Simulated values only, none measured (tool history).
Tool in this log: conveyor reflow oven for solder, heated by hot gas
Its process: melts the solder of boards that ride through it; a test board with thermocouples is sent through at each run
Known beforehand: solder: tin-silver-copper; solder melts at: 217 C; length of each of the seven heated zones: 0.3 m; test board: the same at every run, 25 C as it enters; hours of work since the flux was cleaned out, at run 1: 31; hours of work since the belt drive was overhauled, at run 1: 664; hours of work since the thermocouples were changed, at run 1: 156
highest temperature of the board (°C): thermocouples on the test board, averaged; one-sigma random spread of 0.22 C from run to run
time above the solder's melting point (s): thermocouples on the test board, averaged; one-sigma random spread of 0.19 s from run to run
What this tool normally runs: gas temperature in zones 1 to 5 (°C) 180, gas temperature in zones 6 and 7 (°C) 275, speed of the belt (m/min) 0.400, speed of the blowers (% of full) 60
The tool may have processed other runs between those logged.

| run | hour | gas temperature in zones 1 to 5 (°C) | gas temperature in zones 6 and 7 (°C) | speed of the belt (m/min) | speed of the blowers (% of full) | hours of work since the flux was cleaned out | hours of work since the belt drive was overhauled | hours of work since the thermocouples were changed | highest temperature of the board (°C) | time above the solder's melting point (s) |
|---|---|---|---|---|---|---|---|---|---|---|
| 1 | 0.0 | 180 | 275 | 0.400 | 60 | 31 | 664 | 156 | 253.1 | 69.3 |
| 2 | 4.3 | 180 | 275 | 0.400 | 60 | 34 | 667 | 159 | 253.2 | 69.0 |
| 3 | 8.2 | 180 | 275 | 0.400 | 60 | 37 | 670 | 162 | 252.9 | 69.0 |
| 4 | 13.5 | 180 | 275 | 0.400 | 60 | 41 | 674 | 166 | 253.4 | 68.7 |
| 5 | 22.0 | 180 | 275 | 0.400 | 65 | 48 | 681 | 173 | 255.3 | 71.2 |
| 6 | 30.9 | 180 | 275 | 0.400 | 60 | 55 | 688 | 180 | 253.6 | 69.3 |
| 7 | 36.4 | 180 | 275 | 0.400 | 60 | 59 | 692 | 184 | 253.3 | 69.1 |
| 8 | 41.2 | 180 | 275 | 0.400 | 60 | 63 | 696 | 188 | 253.3 | 68.9 |
| 9 | 47.0 | 180 | 277 | 0.400 | 60 | 67 | 700 | 192 | 255.1 | 70.6 |
| 10 | 55.3 | 180 | 277 | 0.400 | 60 | 74 | 706 | 199 | 255.4 | 70.9 |
| 11 | 59.8 | 180 | 277 | 0.401 | 60 | 77 | 710 | 202 | 254.9 | 70.2 |
| 12 | 66.0 | 180 | 277 | 0.401 | 60 | 82 | 715 | 207 | 254.4 | 70.1 |
| 13 | 71.5 | 180 | 277 | 0.401 | 60 | 86 | 719 | 211 | 255.1 | 70.0 |
| 14 | 75.6 | 180 | 286 | 0.400 | 60 | 89 | 722 | 214 | 262.3 | 76.0 |
| 15 | 82.8 | 170 | 287 | 0.400 | 60 | 95 | 728 | 220 | 260.9 | 71.1 |
| 16 | 91.5 | 165 | 277 | 0.400 | 61 | 102 | 734 | 227 | 252.2 | 62.2 |
| 17 | 100.2 | 180 | 280 | 0.400 | 53 | 108 | 741 | 233 | 254.4 | 69.0 |
| 18 | 106.4 | 191 | 280 | 0.442 | 53 | 113 | 746 | 238 | 253.0 | 65.2 |
| 19 | 115.0 | 191 | 280 | 0.442 | 53 | 120 | 753 | 245 | 253.1 | 65.0 |
| 20 | 119.7 | 191 | 263 | 0.473 | 53 | 123 | 756 | 249 | 237.2 | 44.8 |
| 21 | 125.2 | 192 | 265 | 0.381 | 79 | 128 | 761 | 253 | 254.2 | 82.1 |
| 22 | 131.8 | 180 | 277 | 0.406 | 71 | 133 | 766 | 258 | 258.8 | 72.9 |
| 23 | 138.1 | 190 | 277 | 0.406 | 86 | 138 | 771 | 263 | 264.0 | 81.7 |
| 24 | 144.3 | 180 | 275 | 0.466 | 60 | 142 | 775 | 268 | 246.8 | 53.1 |
| 25 | 148.7 | 180 | 274 | 0.400 | 60 | 146 | 779 | 271 | 252.5 | 68.2 |
| 26 | 154.6 | 177 | 274 | 0.335 | 63 | 151 | 783 | 276 | 259.3 | 88.6 |
| 27 | 158.9 | 177 | 274 | 0.335 | 63 | 154 | 787 | 279 | 258.8 | 88.4 |
| 28 | 163.6 | 177 | 274 | 0.335 | 63 | 157 | 790 | 283 | 259.3 | 88.2 |

What if the next run were any one of these 5? Each begins from the tool's condition after run 28:
| A | 171.2 | 177 | 274 | 0.335 | 50 | 163 | 796 | 288 | ? | ? |
| B | 171.2 | 180 | 275 | 0.371 | 60 | 163 | 796 | 288 | ? | ? |
| C | 171.2 | 180 | 275 | 0.400 | 84 | 163 | 796 | 288 | ? | ? |
| D | 171.2 | 181 | 274 | 0.335 | 63 | 163 | 796 | 288 | ? | ? |
| E | 171.2 | 177 | 265 | 0.335 | 63 | 163 | 796 | 288 | ? | ? |

| run | highest temperature of the board (°C) | time above the solder's melting point (s) |
|---|---|---|
| A | 254.2 | 82.3 |
| B | 256.3 | 77.4 |
| C | 261.0 | 76.6 |
| D | 259.8 | 91.0 |
| E | 251.2 | 81.3 |
With no hidden state in the tool, these same runs would have given:
| run | highest temperature of the board (°C) | time above the solder's melting point (s) |
|---|---|---|
| A | 254.2 | 82.3 |
| B | 256.3 | 77.3 |
| C | 261.0 | 76.6 |
| D | 259.8 | 90.9 |
| E | 251.2 | 81.3 |
